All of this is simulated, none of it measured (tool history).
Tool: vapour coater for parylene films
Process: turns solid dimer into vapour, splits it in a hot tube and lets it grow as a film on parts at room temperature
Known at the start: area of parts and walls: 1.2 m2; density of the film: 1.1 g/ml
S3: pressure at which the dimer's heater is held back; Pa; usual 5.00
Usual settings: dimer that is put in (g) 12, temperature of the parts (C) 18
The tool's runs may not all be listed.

Run 1, hour 0.0: usual settings. Result: thickness of the film (nm) 5820.
Run 2, hour 19.2: usual settings. Result: thickness of the film (nm) 5820.
Run 3, hour 40.9: usual settings but temperature of the parts (C) 22. Result: thickness of the film (nm) 4810.
Run 4, hour 78.0: usual settings but temperature of the parts (C) 22. Result: thickness of the film (nm) 4800.
Run 5, hour 108.4: usual settings. Result: thickness of the film (nm) 5930.
Run 6, hour 137.6: usual settings. Result: thickness of the film (nm) 5910.
Run 7, hour 173.6: usual settings. Result: thickness of the film (nm) 5880.
Run 8, hour 197.9: usual settings. Result: thickness of the film (nm) 5840.
Run 9, hour 219.9: usual settings. Result: thickness of the film (nm) 5800.
Run 10, hour 260.8: usual settings but S3 9.86 Pa. Result: thickness of the film (nm) 5050.
Run 11, hour 279.0: usual settings but S3 9.86 Pa. Result: thickness of the film (nm) 4990.
At hour 291.4: trap's valve overhauled.
Run 12, hour 304.7: usual settings but S3 9.86 Pa. Result: thickness of the film (nm) 5110.
Run 13, hour 326.2: usual settings but S3 9.86 Pa. Result: thickness of the film (nm) 4940.
Run 14, hour 354.3: usual settings but temperature of the parts (C) 13. Result: thickness of the film (nm) 7480.
Run 15, hour 371.4: usual settings but temperature of the parts (C) 13. Result: thickness of the film (nm) 7390.
Run 16, hour 401.3: usual settings but temperature of the parts (C) 13. Result: thickness of the film (nm) 7470.
Run 17, hour 428.6: usual settings but temperature of the parts (C) 13. Result: thickness of the film (nm) 7420.
Run 18, hour 458.1: usual settings but temperature of the parts (C) 13. Result: thickness of the film (nm) 7350.
Run 19, hour 492.0: usual settings but dimer that is put in (g) 8, temperature of the parts (C) 22, S3 5.12 Pa. Result: thickness of the film (nm) 3230.
Run 20, hour 522.4: usual settings but dimer that is put in (g) 9, temperature of the parts (C) 25, S3 2.75 Pa. Result: thickness of the film (nm) 3630.
Run 21, hour 549.2: usual settings but dimer that is put in (g) 7, S3 9.77 Pa. Result: thickness of the film (nm) 2920.
Run 22, hour 577.4: usual settings but dimer that is put in (g) 7, temperature of the parts (C) 21, S3 9.77 Pa. Result: thickness of the film (nm) 2570.
Run 23, hour 608.2: usual settings but dimer that is put in (g) 13, temperature of the parts (C) 11, S3 3.69 Pa. Result: thickness of the film (nm) 9450.
Run 24, hour 627.8: usual settings but dimer that is put in (g) 7, temperature of the parts (C) 15, S3 3.69 Pa. Result: thickness of the film (nm) 4180.

The next listed run, before its measurement:
Run 25, hour 650.8: usual settings but dimer that is put in (g) 6, temperature of the parts (C) 12, S3 8.18 Pa. Result: thickness of the film (nm) ?.

{"run 25": {"thickness of the film (nm)": 3500}}
Without the tool's hidden state the same run would have given thickness of the film (nm) 3500.

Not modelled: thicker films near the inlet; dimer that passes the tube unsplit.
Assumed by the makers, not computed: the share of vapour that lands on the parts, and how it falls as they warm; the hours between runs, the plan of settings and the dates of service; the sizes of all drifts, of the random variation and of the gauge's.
